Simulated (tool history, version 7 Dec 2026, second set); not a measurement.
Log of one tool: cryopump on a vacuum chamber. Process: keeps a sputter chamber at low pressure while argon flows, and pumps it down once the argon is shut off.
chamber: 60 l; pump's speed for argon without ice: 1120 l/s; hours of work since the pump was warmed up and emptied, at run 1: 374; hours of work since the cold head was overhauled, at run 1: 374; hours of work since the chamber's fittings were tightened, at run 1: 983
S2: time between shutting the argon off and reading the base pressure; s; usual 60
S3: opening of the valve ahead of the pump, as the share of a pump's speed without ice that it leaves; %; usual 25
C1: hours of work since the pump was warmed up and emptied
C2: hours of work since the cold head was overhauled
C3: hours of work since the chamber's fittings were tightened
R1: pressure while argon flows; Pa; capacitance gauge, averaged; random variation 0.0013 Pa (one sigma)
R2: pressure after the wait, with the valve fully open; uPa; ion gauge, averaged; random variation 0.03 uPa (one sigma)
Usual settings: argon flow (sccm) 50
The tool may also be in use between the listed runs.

run 1 hour=0.0 | argon_flow_(sccm)=50 S2=60 S3=25 | C1=374 C2=374 C3=983 | R1=0.3219 R2=2.41
run 2 hour=15.0 | argon_flow_(sccm)=50 S2=60 S3=25 | C1=385 C2=385 C3=994 | R1=0.3233 R2=2.44
run 3 hour=24.8 | argon_flow_(sccm)=50 S2=111 S3=25 | C1=393 C2=393 C3=1001 | R1=0.3271 R2=1.80
run 4 hour=32.2 | argon_flow_(sccm)=50 S2=79 S3=25 | C1=398 C2=398 C3=1007 | R1=0.3234 R2=2.15
run 5 hour=46.0 | argon_flow_(sccm)=50 S2=79 S3=25 | C1=409 C2=409 C3=1018 | R1=0.3267 R2=2.17
run 6 hour=60.3 | argon_flow_(sccm)=71 S2=60 S3=25 | C1=420 C2=420 C3=1028 | R1=0.4650 R2=2.46
run 7 hour=68.2 | argon_flow_(sccm)=71 S2=60 S3=25 | C1=426 C2=426 C3=1034 | R1=0.4692 R2=2.43
run 8 hour=82.9 | argon_flow_(sccm)=71 S2=60 S3=25 | C1=437 C2=437 C3=1046 | R1=0.4661 R2=2.50
run 9 hour=96.2 | argon_flow_(sccm)=71 S2=60 S3=25 | C1=447 C2=447 C3=1056 | R1=0.4688 R2=2.56
run 10 hour=110.2 | argon_flow_(sccm)=71 S2=60 S3=25 | C1=458 C2=458 C3=1066 | R1=0.4695 R2=2.57
run 11 hour=124.3 | argon_flow_(sccm)=45 S2=60 S3=25 | C1=468 C2=468 C3=1077 | R1=0.2992 R2=2.52
run 12 hour=132.2 | argon_flow_(sccm)=46 S2=60 S3=25 | C1=474 C2=474 C3=1083 | R1=0.3046 R2=2.61
run 13 hour=146.7 | argon_flow_(sccm)=46 S2=60 S3=25 | C1=485 C2=485 C3=1094 | R1=0.3068 R2=2.59
run 14 hour=154.5 | argon_flow_(sccm)=21 S2=154 S3=29 | C1=491 C2=491 C3=1100 | R1=0.1224 R2=1.84
run 15 hour=166.5 | argon_flow_(sccm)=21 S2=154 S3=29 | C1=500 C2=500 C3=1109 | R1=0.1233 R2=1.89
run 16 hour=177.7 | argon_flow_(sccm)=50 S2=60 S3=17 | C1=509 C2=509 C3=1118 | R1=0.4720 R2=2.66
run 17 hour=190.8 | argon_flow_(sccm)=50 S2=60 S3=17 | C1=519 C2=519 C3=1127 | R1=0.4825 R2=2.67
run 18 hour=205.4 | argon_flow_(sccm)=50 S2=112 S3=27 | C1=530 C2=530 C3=1139 | R1=0.3161 R2=2.12
run 19 hour=216.2 | argon_flow_(sccm)=50 S2=292 S3=17 | C1=538 C2=538 C3=1147 | R1=0.4828 R2=1.77
run 20 hour=225.7 | argon_flow_(sccm)=22 S2=60 S3=25 | C1=545 C2=545 C3=1154 | R1=0.1503 R2=2.70
-- hour=234.0 pump warmed up, emptied and cooled again
run 21 hour=238.5 | argon_flow_(sccm)=33 S2=90 S3=39 | C1=3 C2=551 C3=1160 | R1=0.1282 R2=1.87
run 22 hour=253.1 | argon_flow_(sccm)=33 S2=90 S3=39 | C1=14 C2=562 C3=1171 | R1=0.1290 R2=1.89
run 23 hour=265.3 | argon_flow_(sccm)=24 S2=60 S3=51 | C1=24 C2=572 C3=1180 | R1=0.0715 R2=2.25
run 24 hour=279.7 | argon_flow_(sccm)=37 S2=29 S3=43 | C1=35 C2=583 C3=1191 | R1=0.1300 R2=3.51
run 25 hour=292.3 | argon_flow_(sccm)=63 S2=52 S3=33 | C1=44 C2=592 C3=1201 | R1=0.2906 R2=2.50
run 26 hour=300.9 | argon_flow_(sccm)=77 S2=53 S3=22 | C1=51 C2=599 C3=1207 | R1=0.5329 R2=2.44

Forecast each of these 5 alternatives for the next run:
run A hour=313.5 | argon_flow_(sccm)=40 S2=134 S3=22 | C1=60 C2=608 C3=1217 | R1=? R2=?
run B hour=313.5 | argon_flow_(sccm)=77 S2=145 S3=22 | C1=60 C2=608 C3=1217 | R1=? R2=?
run C hour=313.5 | argon_flow_(sccm)=46 S2=67 S3=34 | C1=60 C2=608 C3=1217 | R1=? R2=?
run D hour=313.5 | argon_flow_(sccm)=50 S2=153 S3=41 | C1=60 C2=608 C3=1217 | R1=? R2=?
run E hour=313.5 | argon_flow_(sccm)=45 S2=24 S3=20 | C1=60 C2=608 C3=1217 | R1=? R2=?

run=A R1=0.2766 R2=1.59
run=B R1=0.5400 R2=1.58
run=C R1=0.2072 R2=2.19
run=D R1=0.1892 R2=1.60
run=E R1=0.3419 R2=4.16
Without the tool's hidden state the same runs would have given:
run=A R1=0.2735 R2=0.77
run=B R1=0.5340 R2=0.75
run=C R1=0.2036 R2=1.34
run=D R1=0.1853 R2=0.75
run=E R1=0.3384 R2=3.31

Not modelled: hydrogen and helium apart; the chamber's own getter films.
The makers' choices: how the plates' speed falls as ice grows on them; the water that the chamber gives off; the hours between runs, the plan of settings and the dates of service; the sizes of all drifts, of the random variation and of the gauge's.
